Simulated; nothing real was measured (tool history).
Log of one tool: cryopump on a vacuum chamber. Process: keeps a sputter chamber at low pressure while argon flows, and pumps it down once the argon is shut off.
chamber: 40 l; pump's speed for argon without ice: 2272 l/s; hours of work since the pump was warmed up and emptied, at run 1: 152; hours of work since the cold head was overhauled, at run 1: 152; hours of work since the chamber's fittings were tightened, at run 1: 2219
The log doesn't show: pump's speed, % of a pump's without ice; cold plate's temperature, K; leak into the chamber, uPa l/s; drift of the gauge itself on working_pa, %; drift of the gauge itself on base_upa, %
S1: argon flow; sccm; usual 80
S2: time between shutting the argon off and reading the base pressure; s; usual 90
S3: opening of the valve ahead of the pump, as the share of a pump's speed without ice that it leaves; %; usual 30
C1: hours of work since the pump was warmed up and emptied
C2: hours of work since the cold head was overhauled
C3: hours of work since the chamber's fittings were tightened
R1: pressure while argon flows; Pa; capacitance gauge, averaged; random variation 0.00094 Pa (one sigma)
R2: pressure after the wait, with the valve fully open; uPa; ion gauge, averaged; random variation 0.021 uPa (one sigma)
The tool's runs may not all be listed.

| run | hour | S1 | S2 | S3 | C1 | C2 | C3 | R1 | R2 |
|---|---|---|---|---|---|---|---|---|---|
| 1 | 0.0 | 80 | 90 | 30 | 152 | 152 | 2219 | 0.2029 | 0.79 |
| 2 | 53.0 | 80 | 90 | 30 | 177 | 177 | 2243 | 0.2028 | 0.77 |
| 3 | 111.8 | 45 | 90 | 30 | 204 | 204 | 2270 | 0.1134 | 0.79 |
| 4 | 182.0 | 45 | 90 | 30 | 236 | 236 | 2302 | 0.1127 | 0.81 |
| 5 | 236.8 | 80 | 90 | 30 | 261 | 261 | 2327 | 0.2028 | 0.83 |
| 6 | 316.6 | 80 | 90 | 30 | 298 | 298 | 2364 | 0.2039 | 0.86 |
| 7 | 360.9 | 80 | 90 | 30 | 318 | 318 | 2385 | 0.2043 | 0.86 |
|  | 420.2 | leaking fittings of the chamber tightened, without venting |
| 8 | 441.5 | 80 | 197 | 30 | 355 | 355 | 10 | 0.2057 | 0.28 |
| 9 | 511.4 | 107 | 197 | 30 | 387 | 387 | 42 | 0.2789 | 0.28 |
| 10 | 553.4 | 80 | 27 | 30 | 406 | 406 | 61 | 0.2073 | 1.04 |
| 11 | 598.1 | 46 | 30 | 30 | 427 | 427 | 82 | 0.1191 | 0.94 |
| 12 | 673.1 | 46 | 30 | 30 | 461 | 461 | 116 | 0.1203 | 0.95 |
| 13 | 707.4 | 46 | 30 | 30 | 477 | 477 | 132 | 0.1193 | 0.95 |
| 14 | 756.7 | 76 | 186 | 22 | 500 | 500 | 155 | 0.2650 | 0.32 |
| 15 | 814.5 | 76 | 97 | 27 | 526 | 526 | 181 | 0.2203 | 0.44 |
| 16 | 871.9 | 38 | 140 | 30 | 553 | 553 | 208 | 0.1005 | 0.40 |
| 17 | 939.0 | 37 | 90 | 58 | 584 | 584 | 239 | 0.0532 | 0.51 |
| 18 | 1012.3 | 45 | 52 | 22 | 617 | 617 | 272 | 0.1593 | 0.64 |
| 19 | 1059.0 | 45 | 52 | 22 | 639 | 639 | 294 | 0.1605 | 0.67 |

Some steps in R1 between neighbouring runs. How much of each would the tool show without its hidden state too (settings, what came in, random variation), and how much is left for the hidden state, with any gauge scatter that isn't in both results?
Run 13 -> 14: S1 46 -> 76, S2 30 -> 186, S3 30 -> 22. R1 +0.1457 Pa: hidden state +0.0040, all else +0.1417.
Run 15 -> 16: S1 76 -> 38, S2 97 -> 140, S3 27 -> 30. R1 -0.1198 Pa: hidden state -0.0048, all else -0.1150.

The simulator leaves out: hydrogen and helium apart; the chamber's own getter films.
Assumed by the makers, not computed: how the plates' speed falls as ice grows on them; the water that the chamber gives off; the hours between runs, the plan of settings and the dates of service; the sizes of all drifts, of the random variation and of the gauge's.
